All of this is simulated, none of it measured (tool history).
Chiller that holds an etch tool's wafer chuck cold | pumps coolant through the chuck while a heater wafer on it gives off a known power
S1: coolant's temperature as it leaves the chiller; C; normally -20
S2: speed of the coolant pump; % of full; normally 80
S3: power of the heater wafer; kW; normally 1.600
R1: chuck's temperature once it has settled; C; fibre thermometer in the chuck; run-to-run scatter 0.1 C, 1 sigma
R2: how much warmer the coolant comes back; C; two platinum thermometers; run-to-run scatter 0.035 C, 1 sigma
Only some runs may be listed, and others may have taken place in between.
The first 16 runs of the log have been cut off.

run    hour   S1  S2     S3     R1     R2
 17  1277.9  -28  77  1.721  -14.1   7.09
 18  1375.2  -20  79  0.926  -12.8   3.76
 19  1458.0  -15  79  0.926   -7.7   3.81
 20  1511.2  -15  79  0.926   -7.8   3.80
 21  1574.8  -15  79  0.926   -7.8   3.70
 22  1652.4  -11  80  0.933   -3.7   3.71
 23  1756.8  -11  80  0.933   -3.7   3.77
 24  1814.4  -20  64  2.275    0.9  11.55

Run 25 comes next. What will it give?
 25  1873.0  -12  76  1.600   ?   ?

R1: 1.1 C
R2: 6.85 C
Had the tool carried no hidden state, the very same run would have given R1 -0.5 C, R2 6.38 C.
